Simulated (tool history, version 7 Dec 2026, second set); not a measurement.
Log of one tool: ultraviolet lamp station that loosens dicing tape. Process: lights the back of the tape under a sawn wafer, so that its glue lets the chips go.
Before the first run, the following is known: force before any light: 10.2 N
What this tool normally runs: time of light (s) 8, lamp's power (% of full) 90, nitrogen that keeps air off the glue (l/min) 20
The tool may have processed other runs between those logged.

run	hour	time of light (s)	lamp's power (% of full)	nitrogen that keeps air off the glue (l/min)	force that peels the tape off (N)	light that reached the tape (J/m2)
1	0.0	8	90	20	0.294	2620
2	6.3	8	90	20	0.290	2660
3	14.3	8	90	20	0.293	2660
4	22.5	8	90	20	0.298	2600
5	27.3	8	90	20	0.296	2660
6	35.9	8	90	14	0.431	2670
7	40.1	8	89	20	0.314	2620
8	44.5	8	90	20	0.295	2660
9	49.4	8	90	20	0.299	2580
10	56.7	8	90	20	0.300	2620
11	64.5	10	90	20	0.183	3220
12	68.5	10	90	20	0.162	3290
13	72.6	10	90	20	0.171	3240
14	78.0	8	90	9	0.731	2590

Run 15, settings as shown, results not yet in. Your forecast:
15	82.1	8	90	9	?	?

{"run 15": {"force that peels the tape off (N)": 0.757, "light that reached the tape (J/m2)": 2630}}
Minus the tool's unlogged condition, the same run would have read force that peels the tape off (N) 0.615, light that reached the tape (J/m2) 2860.

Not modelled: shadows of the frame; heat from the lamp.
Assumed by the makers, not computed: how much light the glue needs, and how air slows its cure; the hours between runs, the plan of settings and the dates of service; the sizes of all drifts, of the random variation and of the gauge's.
